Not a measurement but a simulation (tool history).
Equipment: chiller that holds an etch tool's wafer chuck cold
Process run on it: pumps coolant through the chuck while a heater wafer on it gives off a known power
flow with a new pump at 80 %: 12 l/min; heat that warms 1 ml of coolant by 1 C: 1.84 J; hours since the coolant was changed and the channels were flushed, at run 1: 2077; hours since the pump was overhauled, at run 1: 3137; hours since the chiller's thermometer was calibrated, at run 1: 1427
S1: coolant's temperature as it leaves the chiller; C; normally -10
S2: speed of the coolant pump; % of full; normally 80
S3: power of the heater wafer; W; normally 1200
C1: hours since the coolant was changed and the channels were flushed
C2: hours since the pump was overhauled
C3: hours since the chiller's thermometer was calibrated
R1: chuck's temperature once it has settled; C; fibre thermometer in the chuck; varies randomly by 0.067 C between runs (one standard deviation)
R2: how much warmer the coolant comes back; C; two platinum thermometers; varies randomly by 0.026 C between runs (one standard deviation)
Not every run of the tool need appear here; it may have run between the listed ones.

Run 1, hour 0.0: usual settings; C1 2077; C2 3137; C3 1427. Result: R1 -1.45 C, R2 3.57 C.
Run 2, hour 118.6: usual settings but S1 -20 C; C1 2195; C2 3256; C3 1546. Result: R1 -11.43 C, R2 3.53 C.
Run 3, hour 255.2: usual settings but S1 -20 C; C1 2332; C2 3392; C3 1683. Result: R1 -11.27 C, R2 3.57 C.
Run 4, hour 369.8: usual settings but S1 -20 C; C1 2446; C2 3507; C3 1797. Result: R1 -11.34 C, R2 3.59 C.
At hour 448.4: coolant pump overhauled.
Run 5, hour 462.9: usual settings but S1 -20 C; C1 2534; C2 15; C3 1885. Result: R1 -12.00 C, R2 3.26 C.
Run 6, hour 612.7: usual settings but S1 -20 C; C1 2684; C2 164; C3 2035. Result: R1 -11.83 C, R2 3.32 C.
At hour 647.8: coolant changed, channels flushed.
Run 7, hour 790.5: usual settings but S1 -20 C; C1 143; C2 336; C3 2207. Result: R1 -12.89 C, R2 3.30 C.
Run 8, hour 947.5: usual settings but S3 1269 W; C1 300; C2 493; C3 2364. Result: R1 -2.46 C, R2 3.54 C.
Run 9, hour 1076.2: usual settings but S1 -8 C; C1 428; C2 622; C3 2493. Result: R1 -0.83 C, R2 3.32 C.
Run 10, hour 1207.8: usual settings but S1 -8 C; C1 560; C2 753; C3 2624. Result: R1 -0.81 C, R2 3.30 C.
Run 11, hour 1296.7: usual settings; C1 649; C2 842; C3 2713. Result: R1 -2.80 C, R2 3.39 C.
Run 12, hour 1398.0: usual settings; C1 750; C2 944; C3 2814. Result: R1 -2.86 C, R2 3.38 C.
Run 13, hour 1506.0: usual settings; C1 858; C2 1052; C3 2922. Result: R1 -2.76 C, R2 3.36 C.
Run 14, hour 1601.3: usual settings; C1 953; C2 1147; C3 3018. Result: R1 -2.81 C, R2 3.39 C.
Run 15, hour 1774.2: usual settings; C1 1126; C2 1320; C3 3191. Result: R1 -2.75 C, R2 3.38 C.
Run 16, hour 1967.4: usual settings but S2 96 % of full; C1 1320; C2 1513; C3 3384. Result: R1 -3.65 C, R2 2.87 C.
Run 17, hour 2148.9: usual settings but S1 -7 C, S2 96 % of full, S3 1589 W; C1 1501; C2 1694; C3 3565. Result: R1 1.73 C, R2 3.79 C.
Run 18, hour 2275.5: usual settings but S1 -12 C, S2 96 % of full, S3 1589 W; C1 1628; C2 1821; C3 3692. Result: R1 -3.15 C, R2 3.85 C.
Run 19, hour 2373.6: usual settings but S2 91 % of full, S3 1471 W; C1 1726; C2 1919; C3 3790. Result: R1 -1.58 C, R2 3.71 C.
Run 20, hour 2547.9: usual settings but S1 0 C, S2 74 % of full, S3 1003 W; C1 1900; C2 2093; C3 3964. Result: R1 6.51 C, R2 3.20 C.
Run 21, hour 2692.4: usual settings but S1 0 C, S2 74 % of full, S3 1003 W; C1 2045; C2 2238; C3 4109. Result: R1 6.45 C, R2 3.17 C.
Run 22, hour 2785.1: usual settings but S1 -14 C, S2 63 % of full, S3 670 W; C1 2137; C2 2331; C3 4202. Result: R1 -9.48 C, R2 2.56 C.
At hour 2873.2: chiller's thermometer calibrated.
Run 23, hour 2926.1: usual settings but S1 -18 C, S2 63 % of full, S3 697 W; C1 2277; C2 2471; C3 53. Result: R1 -11.91 C, R2 2.63 C.

The next listed run, before its measurement:
Run 24, hour 3130.4: usual settings but S1 -16 C, S2 61 % of full; C1 2482; C2 2675; C3 257. Result: R1 ?, R2 ?.

R1: -4.86 C
R2: 4.77 C
Had the tool carried no hidden state, the very same run would have given R1 -6.65 C, R2 4.35 C.
